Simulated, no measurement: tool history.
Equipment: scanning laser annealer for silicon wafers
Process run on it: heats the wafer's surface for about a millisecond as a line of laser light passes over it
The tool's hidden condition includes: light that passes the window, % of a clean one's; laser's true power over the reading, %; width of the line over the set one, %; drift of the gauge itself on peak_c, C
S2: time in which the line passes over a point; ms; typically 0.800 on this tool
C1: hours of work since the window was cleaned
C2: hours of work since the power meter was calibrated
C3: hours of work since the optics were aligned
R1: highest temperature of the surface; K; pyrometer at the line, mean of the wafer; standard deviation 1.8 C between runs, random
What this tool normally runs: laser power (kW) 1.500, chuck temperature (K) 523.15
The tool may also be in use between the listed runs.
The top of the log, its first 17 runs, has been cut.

Run 18, hour 128.9: usual settings; C1 524; C2 95; C3 332. Result: R1 1253.15 K.
Run 19, hour 134.5: usual settings; C1 527; C2 98; C3 335. Result: R1 1250.15 K.
Run 20, hour 139.5: usual settings; C1 530; C2 100; C3 338. Result: R1 1251.15 K.
Run 21, hour 148.0: usual settings; C1 534; C2 105; C3 342. Result: R1 1254.15 K.
Run 22, hour 154.7: usual settings but laser power (kW) 1.472, chuck temperature (K) 561.15; C1 538; C2 108; C3 346. Result: R1 1273.15 K.
Run 23, hour 160.3: usual settings but laser power (kW) 1.472, chuck temperature (K) 561.15; C1 541; C2 111; C3 349. Result: R1 1273.15 K.
Run 24, hour 166.4: usual settings but laser power (kW) 1.634, chuck temperature (K) 561.15; C1 544; C2 114; C3 352. Result: R1 1371.15 K.
Run 25, hour 173.1: usual settings but laser power (kW) 1.634, S2 0.575 ms, chuck temperature (K) 550.15; C1 547; C2 118; C3 355. Result: R1 1229.15 K.
Run 26, hour 178.2: usual settings but laser power (kW) 1.513, S2 0.648 ms, chuck temperature (K) 550.15; C1 550; C2 120; C3 358. Result: R1 1209.15 K.
Run 27, hour 185.2: usual settings but laser power (kW) 1.579, S2 0.648 ms, chuck temperature (K) 561.15; C1 553; C2 124; C3 361. Result: R1 1259.15 K.
Run 28, hour 191.3: usual settings but laser power (kW) 1.579, S2 0.648 ms, chuck temperature (K) 561.15; C1 557; C2 127; C3 364. Result: R1 1261.15 K.
Run 29, hour 200.2: usual settings but laser power (kW) 1.303, S2 0.617 ms, chuck temperature (K) 489.15; C1 561; C2 132; C3 369. Result: R1 1027.15 K.
Run 30, hour 209.6: usual settings but laser power (kW) 1.605, S2 0.946 ms, chuck temperature (K) 535.15; C1 566; C2 136; C3 374. Result: R1 1398.15 K.
Run 31, hour 216.9: usual settings but laser power (kW) 1.359, S2 0.946 ms, chuck temperature (K) 494.15; C1 570; C2 140; C3 378. Result: R1 1201.15 K.
Run 32, hour 222.0: usual settings but laser power (kW) 1.594, S2 0.803 ms, chuck temperature (K) 509.15; C1 572; C2 143; C3 380. Result: R1 1296.15 K.
Run 33, hour 227.7: usual settings but laser power (kW) 1.552, S2 0.886 ms; C1 575; C2 146; C3 383. Result: R1 1324.15 K.
Run 34, hour 237.5: usual settings but laser power (kW) 1.292, S2 0.950 ms; C1 580; C2 151; C3 388. Result: R1 1191.15 K.
Run 35, hour 244.6: usual settings but laser power (kW) 1.388, S2 0.849 ms, chuck temperature (K) 514.15; C1 584; C2 154; C3 392. Result: R1 1201.15 K.
Run 36, hour 253.4: usual settings but laser power (kW) 1.551, S2 0.720 ms, chuck temperature (K) 535.15; C1 588; C2 159; C3 396. Result: R1 1251.15 K.
Run 37, hour 260.5: usual settings but laser power (kW) 1.605, S2 0.942 ms, chuck temperature (K) 510.15; C1 592; C2 163; C3 400. Result: R1 1368.15 K.
Run 38, hour 269.2: usual settings but laser power (kW) 1.362, S2 0.700 ms; C1 597; C2 167; C3 404. Result: R1 1126.15 K.
Run 39, hour 279.6: usual settings but laser power (kW) 1.504; C1 602; C2 172; C3 410. Result: R1 1257.15 K.
Run 40, hour 285.4: usual settings but laser power (kW) 1.406, chuck temperature (K) 526.15; C1 605; C2 175; C3 413. Result: R1 1199.15 K.
Run 41, hour 295.8: usual settings but laser power (kW) 1.406, chuck temperature (K) 526.15; C1 610; C2 181; C3 418. Result: R1 1202.15 K.
Run 42, hour 302.4: usual settings but laser power (kW) 1.406, S2 0.785 ms, chuck temperature (K) 553.15; C1 614; C2 184; C3 422. Result: R1 1216.15 K.

Predict each of these 3 candidate next runs independently; none follows another, all start after run 42:
Run A, hour 308.8: usual settings but laser power (kW) 1.392, S2 0.645 ms, chuck temperature (K) 553.15; C1 617; C2 187; C3 425. Result: R1 ?.
Run B, hour 308.8: usual settings but laser power (kW) 1.364, S2 0.829 ms, chuck temperature (K) 557.15; C1 617; C2 187; C3 425. Result: R1 ?.
Run C, hour 308.8: usual settings but laser power (kW) 1.473, S2 0.964 ms, chuck temperature (K) 540.15; C1 617; C2 187; C3 425. Result: R1 ?.

run       R1
  A  1149.15
  B  1221.15
  C  1328.15
With no hidden state in the tool, these same runs would have given:
run       R1
  A  1150.15
  B  1222.15
  C  1329.15

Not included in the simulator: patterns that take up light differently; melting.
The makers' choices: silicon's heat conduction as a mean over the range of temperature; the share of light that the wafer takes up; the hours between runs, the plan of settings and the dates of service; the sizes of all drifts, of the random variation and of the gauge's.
